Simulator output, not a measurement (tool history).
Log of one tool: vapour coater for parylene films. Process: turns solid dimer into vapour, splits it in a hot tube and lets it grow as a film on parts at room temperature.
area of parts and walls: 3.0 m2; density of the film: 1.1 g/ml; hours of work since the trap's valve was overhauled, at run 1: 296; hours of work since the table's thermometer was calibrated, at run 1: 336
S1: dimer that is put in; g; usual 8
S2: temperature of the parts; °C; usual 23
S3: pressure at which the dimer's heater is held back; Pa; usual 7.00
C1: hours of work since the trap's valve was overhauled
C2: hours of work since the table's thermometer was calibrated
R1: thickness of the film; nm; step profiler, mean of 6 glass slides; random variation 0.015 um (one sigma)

Run 1, hour 0.0: usual settings; C1 296; C2 336. Result: R1 1040 nm.
Run 2, hour 48.8: usual settings but S2 27 °C; C1 320; C2 360. Result: R1 850 nm.
At hour 79.3: trap's valve overhauled.
Run 3, hour 84.7: usual settings but S2 27 °C; C1 3; C2 376. Result: R1 950 nm.
Run 4, hour 137.1: usual settings but S2 27 °C; C1 29; C2 402. Result: R1 920 nm.
Run 5, hour 184.9: usual settings but S1 14 g, S2 27 °C; C1 53; C2 426. Result: R1 1610 nm.
Run 6, hour 237.2: usual settings but S2 30 °C; C1 79; C2 452. Result: R1 800 nm.
Run 7, hour 293.0: usual settings but S2 30 °C; C1 107; C2 480. Result: R1 780 nm.
Run 8, hour 351.8: usual settings; C1 136; C2 510. Result: R1 1100 nm.
Run 9, hour 385.8: usual settings; C1 153; C2 527. Result: R1 1110 nm.
At hour 392.4: table's thermometer calibrated.
Run 10, hour 446.4: usual settings; C1 183; C2 27. Result: R1 1110 nm.
Run 11, hour 474.3: usual settings but S3 2.65 Pa; C1 197; C2 41. Result: R1 1380 nm.
At hour 493.9: table's thermometer calibrated, once more.
Run 12, hour 508.4: usual settings but S3 2.90 Pa; C1 213; C2 7. Result: R1 1330 nm.
Run 13, hour 569.4: usual settings but S1 7 g, S3 2.90 Pa; C1 244; C2 38. Result: R1 1120 nm.
Run 14, hour 616.6: usual settings but S1 7 g, S3 2.90 Pa; C1 268; C2 61. Result: R1 1140 nm.
Run 15, hour 671.4: usual settings but S1 7 g, S3 2.90 Pa; C1 295; C2 89. Result: R1 1130 nm.
Run 16, hour 731.7: usual settings but S1 7 g, S3 2.90 Pa; C1 325; C2 119. Result: R1 1130 nm.
At hour 754.8: trap's valve overhauled.
Run 17, hour 766.8: usual settings but S1 11 g, S2 27 °C, S3 6.12 Pa; C1 6; C2 134. Result: R1 1310 nm.
Run 18, hour 826.0: usual settings but S1 11 g, S2 27 °C, S3 6.12 Pa; C1 36; C2 164. Result: R1 1310 nm.
Run 19, hour 873.7: usual settings but S1 11 g, S2 27 °C, S3 6.12 Pa; C1 59; C2 188. Result: R1 1300 nm.
Run 20, hour 901.5: usual settings but S1 11 g, S2 27 °C, S3 6.12 Pa; C1 73; C2 202. Result: R1 1280 nm.
Run 21, hour 940.8: usual settings but S1 3 g, S2 27 °C, S3 7.35 Pa; C1 93; C2 221. Result: R1 350 nm.
Run 22, hour 985.9: usual settings but S2 25 °C; C1 115; C2 244. Result: R1 1000 nm.

Forecast each of these 3 alternatives for the next run:
Run A, hour 1036.6: usual settings but S1 7 g, S3 2.86 Pa; C1 141; C2 269. Result: R1 ?.
Run B, hour 1036.6: usual settings but S2 26 °C, S3 8.40 Pa; C1 141; C2 269. Result: R1 ?.
Run C, hour 1036.6: usual settings; C1 141; C2 269. Result: R1 ?.

run    R1
  A  1180
  B   890
  C  1090
Without the tool's hidden state the same runs would have given:
run    R1
  A  1200
  B   910
  C  1110

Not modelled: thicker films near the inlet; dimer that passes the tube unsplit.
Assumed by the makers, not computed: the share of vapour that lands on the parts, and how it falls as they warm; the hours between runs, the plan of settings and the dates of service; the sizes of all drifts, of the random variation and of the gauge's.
